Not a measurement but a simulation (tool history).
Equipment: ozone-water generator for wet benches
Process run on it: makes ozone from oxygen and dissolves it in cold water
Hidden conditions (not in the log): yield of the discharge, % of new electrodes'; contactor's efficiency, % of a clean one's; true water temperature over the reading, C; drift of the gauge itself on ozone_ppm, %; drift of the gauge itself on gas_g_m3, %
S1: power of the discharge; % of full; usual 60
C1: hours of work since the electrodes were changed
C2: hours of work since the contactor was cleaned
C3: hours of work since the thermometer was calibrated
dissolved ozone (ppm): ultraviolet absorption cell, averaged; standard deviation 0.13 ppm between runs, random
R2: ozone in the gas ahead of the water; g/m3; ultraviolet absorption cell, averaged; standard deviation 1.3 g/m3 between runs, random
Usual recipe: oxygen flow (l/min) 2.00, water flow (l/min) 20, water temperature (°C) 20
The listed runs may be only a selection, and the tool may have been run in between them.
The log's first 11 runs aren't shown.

Run 12, day 22.454: usual settings but oxygen flow (l/min) 1.27; C1 443; C2 1398; C3 918. Result: dissolved ozone (ppm) 14.0, R2 334.3 g/m3.
Run 13, day 23.871: usual settings but oxygen flow (l/min) 1.27; C1 469; C2 1424; C3 944. Result: dissolved ozone (ppm) 14.1, R2 328.8 g/m3.
Run 14, day 26.238: usual settings but oxygen flow (l/min) 1.27; C1 513; C2 1467; C3 987. Result: dissolved ozone (ppm) 14.1, R2 332.1 g/m3.
Run 15, day 28.704: usual settings; C1 558; C2 1512; C3 1032. Result: dissolved ozone (ppm) 14.8, R2 244.8 g/m3.
Run 16, day 29.950: usual settings; C1 581; C2 1535; C3 1055. Result: dissolved ozone (ppm) 14.7, R2 244.3 g/m3.
Run 17, day 31.317: usual settings but S1 84 % of full, water temperature (°C) 26; C1 606; C2 1560; C3 1080. Result: dissolved ozone (ppm) 18.9, R2 326.0 g/m3.
Run 18, day 33.262: usual settings but S1 84 % of full, water temperature (°C) 26; C1 641; C2 1596; C3 1116. Result: dissolved ozone (ppm) 18.7, R2 327.0 g/m3.
Run 19, day 35.079: usual settings but S1 84 % of full, water temperature (°C) 26; C1 674; C2 1629; C3 1149. Result: dissolved ozone (ppm) 18.8, R2 329.7 g/m3.
Run 20, day 36.350: usual settings but S1 84 % of full, water temperature (°C) 26; C1 698; C2 1652; C3 1172. Result: dissolved ozone (ppm) 18.8, R2 327.2 g/m3.
Run 21, day 37.758: usual settings but S1 56 % of full, water flow (l/min) 14; C1 723; C2 1678; C3 1198. Result: dissolved ozone (ppm) 19.4, R2 232.7 g/m3.
Run 22, day 39.817: usual settings but S1 56 % of full, water flow (l/min) 14, water temperature (°C) 14; C1 761; C2 1716; C3 1235. Result: dissolved ozone (ppm) 20.7, R2 229.1 g/m3.
Run 23, day 41.092: usual settings but S1 75 % of full, oxygen flow (l/min) 1.36, water temperature (°C) 15; C1 784; C2 1739; C3 1259. Result: dissolved ozone (ppm) 17.5, R2 385.2 g/m3.
Run 24, day 42.862: usual settings but S1 47 % of full, oxygen flow (l/min) 3.27, water flow (l/min) 23; C1 817; C2 1771; C3 1291. Result: dissolved ozone (ppm) 10.9, R2 145.4 g/m3.
Run 25, day 44.479: usual settings but S1 87 % of full, oxygen flow (l/min) 1.09, water flow (l/min) 23, water temperature (°C) 26; C1 846; C2 1801; C3 1321. Result: dissolved ozone (ppm) 15.6, R2 504.7 g/m3.
Run 26, day 47.192: usual settings but S1 87 % of full, oxygen flow (l/min) 1.09, water flow (l/min) 23, water temperature (°C) 26; C1 896; C2 1851; C3 1370. Result: dissolved ozone (ppm) 15.4, R2 508.0 g/m3.
Run 27, day 49.812: usual settings but S1 46 % of full, oxygen flow (l/min) 1.01; C1 944; C2 1899; C3 1418. Result: dissolved ozone (ppm) 10.9, R2 314.8 g/m3.
Run 28, day 51.588: usual settings but S1 46 % of full, oxygen flow (l/min) 1.01; C1 977; C2 1931; C3 1451. Result: dissolved ozone (ppm) 10.8, R2 314.5 g/m3.
Run 29, day 53.221: usual settings but S1 46 % of full, oxygen flow (l/min) 1.01; C1 1006; C2 1961; C3 1481. Result: dissolved ozone (ppm) 11.0, R2 311.1 g/m3.
Run 30, day 54.775: usual settings but S1 46 % of full, oxygen flow (l/min) 1.01; C1 1035; C2 1989; C3 1509. Result: dissolved ozone (ppm) 10.9, R2 316.2 g/m3.
Run 31, day 57.383: usual settings but S1 77 % of full, oxygen flow (l/min) 2.89; C1 1083; C2 2037; C3 1557. Result: dissolved ozone (ppm) 18.5, R2 240.9 g/m3.
Run 32, day 59.367: usual settings but S1 64 % of full, oxygen flow (l/min) 2.89; C1 1119; C2 2074; C3 1593. Result: dissolved ozone (ppm) 16.2, R2 206.3 g/m3.

What if the next run were any one of these 4? Each begins from the tool's condition after run 32:
Run A, day 61.633: usual settings but S1 64 % of full, oxygen flow (l/min) 1.69; C1 1160; C2 2115; C3 1635. Result: dissolved ozone (ppm) ?, R2 ?.
Run B, day 61.633: usual settings but oxygen flow (l/min) 1.28, water flow (l/min) 18, water temperature (°C) 25; C1 1160; C2 2115; C3 1635. Result: dissolved ozone (ppm) ?, R2 ?.
Run C, day 61.633: usual settings but S1 73 % of full, oxygen flow (l/min) 3.29, water flow (l/min) 30; C1 1160; C2 2115; C3 1635. Result: dissolved ozone (ppm) ?, R2 ?.
Run D, day 61.633: usual settings but oxygen flow (l/min) 1.17; C1 1160; C2 2115; C3 1635. Result: dissolved ozone (ppm) ?, R2 ?.

run  dissolved ozone (ppm)     R2
  A                   15.5  294.0
  B                   15.4  336.0
  C                   12.1  210.3
  D                   14.0  354.3
Take away the tool's hidden state, keep each run's random variation, and the runs would have read:
run  dissolved ozone (ppm)     R2
  A                   15.5  287.1
  B                   15.4  328.1
  C                   12.1  205.3
  D                   14.0  346.0
